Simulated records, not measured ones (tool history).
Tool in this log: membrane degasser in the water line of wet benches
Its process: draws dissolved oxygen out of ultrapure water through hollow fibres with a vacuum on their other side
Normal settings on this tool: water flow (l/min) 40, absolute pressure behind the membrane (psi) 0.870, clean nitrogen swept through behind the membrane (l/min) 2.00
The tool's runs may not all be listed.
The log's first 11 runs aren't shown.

run,hour,water flow (l/min),absolute pressure behind the membrane (psi),clean nitrogen swept through behind the membrane (l/min),dissolved oxygen in the water behind the degasser (ppb),pressure that the water loses in the fibres (psi)
12,719.3,40,0.978,2.00,172.2,9.365
13,783.1,33,0.870,2.00,116.4,7.733
14,841.1,40,0.870,2.00,143.7,9.330
15,889.7,40,0.612,2.00,65.0,9.342
16,947.4,40,0.612,2.00,66.0,9.410
17,1027.5,40,0.612,2.00,65.1,9.406
18,1096.1,40,0.612,2.00,65.9,9.483
19,1140.8,40,0.612,2.00,65.1,9.338
20,1213.6,40,0.835,3.47,89.0,9.426
21,1266.6,60,1.488,1.00,771.9,14.066
22,1316.5,60,1.488,1.00,766.4,14.132
23,1409.5,40,1.041,5.85,84.2,9.423
# hour 1432.6: seals of the vacuum lines changed
24,1466.3,40,1.041,5.85,83.3,9.407
25,1518.5,32,0.685,2.94,52.4,7.551
26,1583.5,32,0.685,2.94,51.7,7.503
27,1665.2,26,2.042,3.88,181.2,6.142
28,1709.9,40,0.870,1.20,207.5,9.407
29,1749.3,62,0.870,0.96,367.9,14.565
30,1835.0,62,0.870,0.96,365.1,14.671
31,1902.3,62,0.870,0.96,364.2,14.666
32,1946.8,62,1.852,0.96,1036.0,14.687

Forecast run 33:
33,2024.4,62,1.852,0.96,?,?

Run 33 measured dissolved oxygen in the water behind the degasser (ppb) 1047.1, pressure that the water loses in the fibres (psi) 14.605.
With the hidden condition absent and the run-to-run variation left alone, this run would have shown dissolved oxygen in the water behind the degasser (ppb) 1031.6, pressure that the water loses in the fibres (psi) 14.098.

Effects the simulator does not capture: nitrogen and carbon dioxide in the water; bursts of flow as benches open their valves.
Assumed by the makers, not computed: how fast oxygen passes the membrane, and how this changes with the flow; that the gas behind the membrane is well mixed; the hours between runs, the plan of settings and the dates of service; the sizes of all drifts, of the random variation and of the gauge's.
